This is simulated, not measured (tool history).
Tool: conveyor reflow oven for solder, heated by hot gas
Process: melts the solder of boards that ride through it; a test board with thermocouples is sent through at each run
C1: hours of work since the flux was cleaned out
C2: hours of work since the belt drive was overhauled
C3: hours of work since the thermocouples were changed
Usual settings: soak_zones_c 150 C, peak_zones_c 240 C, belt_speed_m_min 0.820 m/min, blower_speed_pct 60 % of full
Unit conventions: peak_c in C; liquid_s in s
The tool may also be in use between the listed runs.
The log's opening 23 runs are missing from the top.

{"run": 24, "hour": 1249.9, "soak_zones_c": 150, "peak_zones_c": 251, "belt_speed_m_min": 0.82, "blower_speed_pct": 81, "C1": 282, "C2": 890, "C3": 161, "peak_c": 236.4, "liquid_s": 56.6}
{"run": 25, "hour": 1301.4, "soak_zones_c": 151, "peak_zones_c": 233, "belt_speed_m_min": 0.859, "blower_speed_pct": 69, "C1": 304, "C2": 912, "C3": 184, "peak_c": 217.0, "liquid_s": 46.1}
{"run": 26, "hour": 1370.0, "soak_zones_c": 141, "peak_zones_c": 246, "belt_speed_m_min": 0.719, "blower_speed_pct": 53, "C1": 333, "C2": 942, "C3": 213, "peak_c": 228.6, "liquid_s": 58.2}
{"run": 27, "hour": 1418.2, "soak_zones_c": 141, "peak_zones_c": 246, "belt_speed_m_min": 0.719, "blower_speed_pct": 53, "C1": 354, "C2": 962, "C3": 234, "peak_c": 228.6, "liquid_s": 58.2}
{"run": 28, "hour": 1473.3, "soak_zones_c": 150, "peak_zones_c": 241, "belt_speed_m_min": 0.83, "blower_speed_pct": 60, "C1": 377, "C2": 986, "C3": 257, "peak_c": 221.8, "liquid_s": 50.1}
{"hour": 1500.1, "done": "flux residue cleaned out of gas plates and filters"}
{"run": 29, "hour": 1515.1, "soak_zones_c": 153, "peak_zones_c": 255, "belt_speed_m_min": 0.807, "blower_speed_pct": 57, "C1": 6, "C2": 1002, "C3": 273, "peak_c": 238.9, "liquid_s": 59.2}
{"run": 30, "hour": 1581.1, "soak_zones_c": 150, "peak_zones_c": 229, "belt_speed_m_min": 0.82, "blower_speed_pct": 50, "C1": 35, "C2": 1030, "C3": 301, "peak_c": 212.5, "liquid_s": 44.5}
{"run": 31, "hour": 1619.3, "soak_zones_c": 145, "peak_zones_c": 229, "belt_speed_m_min": 0.82, "blower_speed_pct": 62, "C1": 51, "C2": 1047, "C3": 318, "peak_c": 214.1, "liquid_s": 44.8}
{"run": 32, "hour": 1660.2, "soak_zones_c": 150, "peak_zones_c": 235, "belt_speed_m_min": 0.8, "blower_speed_pct": 52, "C1": 69, "C2": 1064, "C3": 335, "peak_c": 218.4, "liquid_s": 49.7}

Each row is a separate what-if for the run after 32, all from the same tool condition, not one after another. Results?
{"run": "A", "hour": 1700.3, "soak_zones_c": 147, "peak_zones_c": 252, "belt_speed_m_min": 0.786, "blower_speed_pct": 52, "C1": 86, "C2": 1081, "C3": 353, "peak_c": "?", "liquid_s": "?"}
{"run": "B", "hour": 1700.3, "soak_zones_c": 150, "peak_zones_c": 243, "belt_speed_m_min": 0.752, "blower_speed_pct": 71, "C1": 86, "C2": 1081, "C3": 353, "peak_c": "?", "liquid_s": "?"}
{"run": "C", "hour": 1700.3, "soak_zones_c": 150, "peak_zones_c": 235, "belt_speed_m_min": 0.749, "blower_speed_pct": 52, "C1": 86, "C2": 1081, "C3": 353, "peak_c": "?", "liquid_s": "?"}

run=A peak_c=233.7 liquid_s=57.2
run=B peak_c=230.9 liquid_s=60.0
run=C peak_c=220.9 liquid_s=54.8
What these runs would have given with no unlogged condition in the tool:
run=A peak_c=234.7 liquid_s=56.8
run=B peak_c=232.1 liquid_s=59.5
run=C peak_c=221.9 liquid_s=54.5

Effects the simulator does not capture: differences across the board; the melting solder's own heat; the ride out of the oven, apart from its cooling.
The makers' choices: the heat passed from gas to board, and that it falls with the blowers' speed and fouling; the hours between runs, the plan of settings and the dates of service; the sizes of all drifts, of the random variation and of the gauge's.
